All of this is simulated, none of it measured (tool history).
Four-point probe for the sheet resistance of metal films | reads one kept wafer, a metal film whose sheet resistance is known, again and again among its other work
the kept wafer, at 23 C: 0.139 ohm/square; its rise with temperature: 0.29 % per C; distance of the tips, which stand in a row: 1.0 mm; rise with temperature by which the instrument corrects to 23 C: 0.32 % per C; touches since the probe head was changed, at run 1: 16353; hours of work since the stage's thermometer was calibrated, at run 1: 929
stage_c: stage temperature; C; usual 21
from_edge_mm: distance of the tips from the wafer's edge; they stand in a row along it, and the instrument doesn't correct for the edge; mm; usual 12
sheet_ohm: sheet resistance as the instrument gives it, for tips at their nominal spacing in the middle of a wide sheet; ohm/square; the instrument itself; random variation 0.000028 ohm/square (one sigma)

run	hour	stage_c	from_edge_mm	touches since the probe head was changed	hours of work since the stage's thermometer was calibrated	sheet_ohm
1	0.0	21	12	16353	929	0.139196
2	107.3	21	12	20269	997	0.139229
3	184.4	21	12	23084	1046	0.139304
4	235.6	31	12	24952	1079	0.138961
5	360.5	21	12	29510	1158	0.139382
6	418.3	31	12	31618	1195	0.139037
7	542.1	21	12	36135	1273	0.139453
8	611.4	35	12	38667	1317	0.139005
9	682.4	35	12	41259	1362	0.139005
10	747.4	35	12	43630	1403	0.139047
11	845.0	35	12	47191	1465	0.139101
12	932.3	21	12	50377	1521	0.139719
13	993.2	21	12	52602	1559	0.139647
14	1091.3	21	6	56180	1622	0.141214
15	1205.7	21	6	60356	1694	0.141308
16	1285.3	21	6	63259	1745	0.141349
17	1337.4	21	6	65163	1778	0.141337
18	1425.8	33	6	68388	1834	0.140984
19	1533.4	34	12	72314	1902	0.139453
20	1653.0	19	12	76681	1978	0.140077
21	1708.9	19	12	78721	2013	0.140107
22	1769.7	19	12	80939	2052	0.140157
23	1857.9	21	17	84157	2108	0.139818
24	1945.3	32	12	87349	2163	0.139767
25	2005.0	32	12	89527	2201	0.139697
26	2086.5	31	12	92501	2253	0.139799
27	2161.3	22	71	95230	2300	0.139712
28	2283.1	25	31	99676	2378	0.139686
29	2372.0	26	26	102921	2434	0.139753
30	2433.5	27	14	105164	2473	0.140026
31	2493.0	19	10	107336	2511	0.140752
32	2571.8	23	29	110211	2561	0.139910
33	2688.6	32	22	114473	2635	0.139728
34	2783.2	33	5	117928	2695	0.142519
35	2855.3	33	22	120557	2741	0.139681
36	2940.8	33	33	123680	2795	0.139744
37	3051.4	23	48	127717	2865	0.140080
38	3144.7	33	12	131120	2924	0.140207
# hour 3200.4: stage's thermometer calibrated
39	3246.4	21	4	134815	29	0.144371
40	3337.1	21	4	138123	87	0.144404
41	3428.4	26	8	141456	145	0.140902
42	3509.6	30	24	144420	196	0.139730
43	3630.7	27	26	148839	273	0.139944
44	3731.3	34	5	152510	337	0.142571
45	3797.7	23	54	154932	379	0.140071
46	3888.7	23	54	158254	437	0.140083

3 ways to go on from here, each from the tool as it stands after run 46. What would each give?
A	3949.9	23	14	160489	476	?
B	3949.9	20	54	160489	476	?
C	3949.9	19	31	160489	476	?

run	sheet_ohm
A	0.140530
B	0.140213
C	0.140346
Without the tool's hidden state the same runs would have given:
run	sheet_ohm
A	0.139432
B	0.139117
C	0.139249

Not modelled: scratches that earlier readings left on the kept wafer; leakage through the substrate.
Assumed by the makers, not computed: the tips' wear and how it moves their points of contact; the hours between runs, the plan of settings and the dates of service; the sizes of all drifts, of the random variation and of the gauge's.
